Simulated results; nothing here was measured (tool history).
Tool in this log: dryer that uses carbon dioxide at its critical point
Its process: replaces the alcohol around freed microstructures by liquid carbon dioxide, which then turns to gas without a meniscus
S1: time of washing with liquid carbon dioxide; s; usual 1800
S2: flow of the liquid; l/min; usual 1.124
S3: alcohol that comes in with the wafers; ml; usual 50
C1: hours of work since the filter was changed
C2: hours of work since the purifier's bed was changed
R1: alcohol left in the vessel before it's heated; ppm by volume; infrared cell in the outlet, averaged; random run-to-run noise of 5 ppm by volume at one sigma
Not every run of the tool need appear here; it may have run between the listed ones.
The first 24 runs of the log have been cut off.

Run 25, day 10.958: usual settings but S2 1.18 l/min, S3 108 ml; C1 241; C2 321. Result: R1 61 ppm by volume.
Run 26, day 11.371: usual settings but S2 0.91 l/min, S3 108 ml; C1 245; C2 325. Result: R1 154 ppm by volume.
Run 27, day 11.875: usual settings but S1 2580 s, S2 1.32 l/min, S3 108 ml; C1 251; C2 331. Result: R1 32 ppm by volume.
Run 28, day 12.225: usual settings but S1 2580 s, S2 1.32 l/min, S3 108 ml; C1 255; C2 335. Result: R1 38 ppm by volume.
Run 29, day 12.85: usual settings but S1 1620 s; C1 261; C2 342. Result: R1 70 ppm by volume.
Run 30, day 13.125: usual settings but S1 2040 s, S3 39 ml; C1 264; C2 345. Result: R1 47 ppm by volume.
Run 31, day 13.546: usual settings but S1 2040 s, S2 1.54 l/min, S3 85 ml; C1 269; C2 349. Result: R1 48 ppm by volume.
Run 32, day 14.142: usual settings but S1 2040 s, S2 1.54 l/min, S3 85 ml; C1 276; C2 356. Result: R1 35 ppm by volume.
Run 33, day 14.704: usual settings but S1 2640 s, S2 1.68 l/min, S3 45 ml; C1 282; C2 362. Result: R1 41 ppm by volume.
Run 34, day 15.379: usual settings but S1 1260 s, S3 110 ml; C1 289; C2 370. Result: R1 294 ppm by volume.
Run 35, day 16.046: usual settings but S1 1500 s, S2 0.75 l/min, S3 110 ml; C1 297; C2 377. Result: R1 681 ppm by volume.
Run 36, day 16.642: usual settings but S1 2700 s, S2 0.89 l/min; C1 303; C2 383. Result: R1 46 ppm by volume.
Run 37, day 16.95: usual settings but S1 1260 s, S3 23 ml; C1 307; C2 387. Result: R1 96 ppm by volume.
Run 38, day 17.371: usual settings but S1 1260 s, S3 23 ml; C1 311; C2 392. Result: R1 81 ppm by volume.
Run 39, day 18.042: usual settings but S1 1260 s, S2 1.29 l/min, S3 59 ml; C1 319; C2 399. Result: R1 112 ppm by volume.
Run 40, day 18.45: usual settings but S2 1.81 l/min, S3 109 ml; C1 323; C2 403. Result: R1 44 ppm by volume.
Run 41, day 18.912: usual settings but S1 2400 s, S2 1.81 l/min, S3 109 ml; C1 328; C2 409. Result: R1 40 ppm by volume.
Run 42, day 19.317: usual settings but S1 2400 s, S2 1.81 l/min, S3 109 ml; C1 333; C2 413. Result: R1 43 ppm by volume.
Run 43, day 19.6: usual settings but S1 2400 s, S2 1.81 l/min, S3 109 ml; C1 336; C2 416. Result: R1 55 ppm by volume.
Run 44, day 19.892: usual settings but S1 2400 s, S2 1.81 l/min, S3 109 ml; C1 339; C2 419. Result: R1 49 ppm by volume.
Run 45, day 20.462: usual settings but S3 35 ml; C1 346; C2 426. Result: R1 62 ppm by volume.
Run 46, day 20.925: usual settings but S1 2340 s, S2 1.63 l/min, S3 21 ml; C1 351; C2 431. Result: R1 51 ppm by volume.
Run 47, day 21.6: usual settings but S1 2340 s, S2 1.39 l/min, S3 21 ml; C1 358; C2 438. Result: R1 52 ppm by volume.

Below are 3 alternative next runs, each starting from the tool's condition after run 47. Predict each:
Run A, day 21.879: usual settings but S2 0.68 l/min, S3 21 ml; C1 361; C2 441. Result: R1 ?.
Run B, day 21.879: usual settings but S1 1260 s, S2 0.95 l/min, S3 73 ml; C1 361; C2 441. Result: R1 ?.
Run C, day 21.879: usual settings but S1 1680 s, S2 0.96 l/min, S3 44 ml; C1 361; C2 441. Result: R1 ?.

run   R1
  A  138
  B  387
  C   97
With no hidden state in the tool, these same runs would have given:
run   R1
  A   77
  B  270
  C   39
